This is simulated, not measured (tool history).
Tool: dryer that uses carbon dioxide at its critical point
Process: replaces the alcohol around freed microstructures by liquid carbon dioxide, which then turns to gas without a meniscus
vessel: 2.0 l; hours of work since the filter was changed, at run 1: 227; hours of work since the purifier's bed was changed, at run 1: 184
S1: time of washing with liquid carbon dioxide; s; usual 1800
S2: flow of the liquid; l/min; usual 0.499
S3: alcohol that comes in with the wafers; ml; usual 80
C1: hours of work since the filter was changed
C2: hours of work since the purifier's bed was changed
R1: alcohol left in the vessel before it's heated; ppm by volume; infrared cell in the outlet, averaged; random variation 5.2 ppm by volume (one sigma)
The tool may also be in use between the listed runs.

Run 1, hour 0: usual settings; C1 227; C2 184. Result: R1 190 ppm by volume.
Run 2, hour 6: usual settings; C1 230; C2 187. Result: R1 187 ppm by volume.
Run 3, hour 10.2: usual settings; C1 232; C2 189. Result: R1 189 ppm by volume.
Run 4, hour 14.2: usual settings; C1 235; C2 191. Result: R1 191 ppm by volume.
Run 5, hour 22.8: usual settings but S1 1200 s; C1 239; C2 196. Result: R1 1035 ppm by volume.
Run 6, hour 27.1: usual settings but S3 117 ml; C1 242; C2 198. Result: R1 271 ppm by volume.
Run 7, hour 35.1: usual settings but S2 0.481 l/min; C1 246; C2 203. Result: R1 235 ppm by volume.
Run 8, hour 43.7: usual settings but S2 0.481 l/min; C1 251; C2 207. Result: R1 237 ppm by volume.
Run 9, hour 52.9: usual settings but S2 0.481 l/min; C1 256; C2 212. Result: R1 231 ppm by volume.
Run 10, hour 57.1: usual settings but S2 0.481 l/min; C1 258; C2 215. Result: R1 239 ppm by volume.
Run 11, hour 66.4: usual settings but S2 0.481 l/min; C1 263; C2 220. Result: R1 237 ppm by volume.
Run 12, hour 75.2: usual settings but S2 0.481 l/min; C1 268; C2 224. Result: R1 242 ppm by volume.
At hour 82.8: inlet filter changed.
Run 13, hour 83.8: usual settings but S2 0.369 l/min; C1 1; C2 229. Result: R1 419 ppm by volume.
Run 14, hour 91.9: usual settings but S2 0.369 l/min; C1 5; C2 233. Result: R1 422 ppm by volume.
Run 15, hour 100.4: usual settings but S3 33 ml; C1 10; C2 238. Result: R1 70 ppm by volume.
Run 16, hour 108: usual settings but S3 33 ml; C1 14; C2 242. Result: R1 81 ppm by volume.
Run 17, hour 113.1: usual settings but S3 33 ml; C1 16; C2 244. Result: R1 79 ppm by volume.
Run 18, hour 117.4: usual settings but S1 1260 s; C1 19; C2 247. Result: R1 565 ppm by volume.
Run 19, hour 123.2: usual settings but S2 0.452 l/min; C1 22; C2 250. Result: R1 188 ppm by volume.
Run 20, hour 127.8: usual settings but S2 0.452 l/min; C1 24; C2 252. Result: R1 194 ppm by volume.
Run 21, hour 132.2: usual settings but S2 0.452 l/min; C1 27; C2 255. Result: R1 189 ppm by volume.
Run 22, hour 142.2: usual settings but S2 0.452 l/min; C1 32; C2 260. Result: R1 191 ppm by volume.
Run 23, hour 146.7: usual settings but S2 0.452 l/min; C1 35; C2 263. Result: R1 196 ppm by volume.
Run 24, hour 156.3: usual settings; C1 40; C2 268. Result: R1 130 ppm by volume.
Run 25, hour 161: usual settings but S1 2820 s, S2 0.401 l/min; C1 42; C2 270. Result: R1 64 ppm by volume.
Run 26, hour 168.4: usual settings but S1 2820 s, S2 0.589 l/min, S3 70 ml; C1 46; C2 274. Result: R1 43 ppm by volume.
Run 27, hour 173.8: usual settings but S1 2820 s, S2 0.589 l/min, S3 26 ml; C1 49; C2 277. Result: R1 44 ppm by volume.
Run 28, hour 181.2: usual settings but S1 1560 s, S2 0.5 l/min, S3 47 ml; C1 53; C2 281. Result: R1 166 ppm by volume.
Run 29, hour 185.7: usual settings but S1 1620 s, S2 0.55 l/min, S3 79 ml; C1 56; C2 284. Result: R1 135 ppm by volume.
Run 30, hour 193.3: usual settings but S1 2220 s, S2 0.534 l/min, S3 77 ml; C1 60; C2 288. Result: R1 60 ppm by volume.
Run 31, hour 200.7: usual settings but S1 1860 s, S2 0.372 l/min; C1 64; C2 292. Result: R1 408 ppm by volume.
Run 32, hour 208.1: usual settings but S1 1440 s, S2 0.693 l/min, S3 22 ml; C1 68; C2 296. Result: R1 58 ppm by volume.
Run 33, hour 217.5: usual settings but S1 2820 s, S2 0.555 l/min, S3 78 ml; C1 73; C2 301. Result: R1 47 ppm by volume.
Run 34, hour 224.7: usual settings but S2 0.555 l/min, S3 44 ml; C1 77; C2 305. Result: R1 77 ppm by volume.
Run 35, hour 233.3: usual settings but S1 1140 s, S2 0.317 l/min, S3 44 ml; C1 82; C2 310. Result: R1 1929 ppm by volume.
Run 36, hour 238.3: usual settings but S1 1140 s, S2 0.317 l/min, S3 44 ml; C1 84; C2 312. Result: R1 1929 ppm by volume.
Run 37, hour 243.1: usual settings but S1 1680 s, S3 46 ml; C1 87; C2 315. Result: R1 136 ppm by volume.
Run 38, hour 250.6: usual settings but S1 1680 s, S3 46 ml; C1 91; C2 319. Result: R1 142 ppm by volume.
Run 39, hour 258.9: usual settings but S1 1680 s, S2 0.398 l/min, S3 25 ml; C1 95; C2 323. Result: R1 198 ppm by volume.
Run 40, hour 265.7: usual settings but S1 1680 s, S2 0.366 l/min, S3 85 ml; C1 99; C2 327. Result: R1 757 ppm by volume.
Run 41, hour 270.5: usual settings but S1 1680 s, S2 0.366 l/min, S3 85 ml; C1 102; C2 330. Result: R1 745 ppm by volume.
Run 42, hour 275.6: usual settings but S1 1740 s, S2 0.534 l/min, S3 42 ml; C1 105; C2 332. Result: R1 106 ppm by volume.
Run 43, hour 280.5: usual settings but S1 2460 s, S3 26 ml; C1 107; C2 335. Result: R1 54 ppm by volume.
Run 44, hour 285.8: usual settings but S1 2460 s, S3 26 ml; C1 110; C2 338. Result: R1 55 ppm by volume.
Run 45, hour 290.4: usual settings but S1 2100 s, S2 0.485 l/min; C1 113; C2 340. Result: R1 102 ppm by volume.
Run 46, hour 296: usual settings but S1 2100 s, S2 0.485 l/min; C1 116; C2 344. Result: R1 103 ppm by volume.
Run 47, hour 305.9: usual settings but S1 2100 s, S2 0.485 l/min; C1 121; C2 349. Result: R1 98 ppm by volume.

How the hidden state differs across the entries between the runs, from the last listed run before each to the first after it:
Between runs 12 and 13: inlet filter changed (hour 82.8)
  flow that reaches the vessel past the clogged filter, %: 87.5 -> 99.9; alcohol in the recycled carbon dioxide, ppm: 36.4 -> 36.9
  measured less the result without the state, R1: +141 -> +35 ppm by volume
